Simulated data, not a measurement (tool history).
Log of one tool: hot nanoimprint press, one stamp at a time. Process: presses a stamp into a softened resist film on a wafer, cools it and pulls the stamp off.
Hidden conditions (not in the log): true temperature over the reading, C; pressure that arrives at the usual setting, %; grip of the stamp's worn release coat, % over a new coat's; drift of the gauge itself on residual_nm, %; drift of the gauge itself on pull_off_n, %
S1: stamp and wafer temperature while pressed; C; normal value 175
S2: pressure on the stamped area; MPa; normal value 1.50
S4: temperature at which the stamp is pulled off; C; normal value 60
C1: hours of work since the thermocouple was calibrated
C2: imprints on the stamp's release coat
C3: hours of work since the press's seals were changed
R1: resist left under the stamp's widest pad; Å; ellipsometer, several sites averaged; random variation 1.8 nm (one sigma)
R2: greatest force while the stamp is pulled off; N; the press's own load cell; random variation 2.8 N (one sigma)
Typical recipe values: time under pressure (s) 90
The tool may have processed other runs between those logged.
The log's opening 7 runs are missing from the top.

run 8 day=19.104 | S1=171 S2=1.50 time_under_pressure_(s)=90 S4=60 | C1=83 C2=464 C3=75 | R1=3216 R2=132
run 9 day=21.562 | S1=175 S2=1.81 time_under_pressure_(s)=90 S4=60 | C1=110 C2=614 C3=102 | R1=2647 R2=130
-- day=22.538 stamp cleaned and given a new release coat
run 10 day=24.388 | S1=175 S2=1.50 time_under_pressure_(s)=90 S4=60 | C1=139 C2=113 C3=130 | R1=2857 R2=135
run 11 day=26.375 | S1=175 S2=1.50 time_under_pressure_(s)=90 S4=60 | C1=161 C2=234 C3=152 | R1=2861 R2=128
run 12 day=28.050 | S1=175 S2=1.50 time_under_pressure_(s)=90 S4=60 | C1=179 C2=337 C3=170 | R1=2822 R2=132
run 13 day=31.133 | S1=175 S2=1.50 time_under_pressure_(s)=90 S4=60 | C1=213 C2=525 C3=204 | R1=2859 R2=132
-- day=33.488 stamp cleaned and given a new release coat
run 14 day=34.971 | S1=175 S2=1.50 time_under_pressure_(s)=90 S4=60 | C1=252 C2=91 C3=244 | R1=2863 R2=126
run 15 day=37.254 | S1=175 S2=1.50 time_under_pressure_(s)=90 S4=60 | C1=277 C2=231 C3=269 | R1=2841 R2=132
run 16 day=39.688 | S1=175 S2=1.50 time_under_pressure_(s)=90 S4=60 | C1=304 C2=379 C3=296 | R1=2845 R2=131

Estimate the outcome of run 17 from the log above:
run 17 day=43.008 | S1=182 S2=1.50 time_under_pressure_(s)=90 S4=62 | C1=341 C2=583 C3=332 | R1=? R2=?

{"run 17": {"R1": 2330, "R2": 126}}
Without the tool's hidden state the same run would have given R1 2333 Å, R2 125 N.
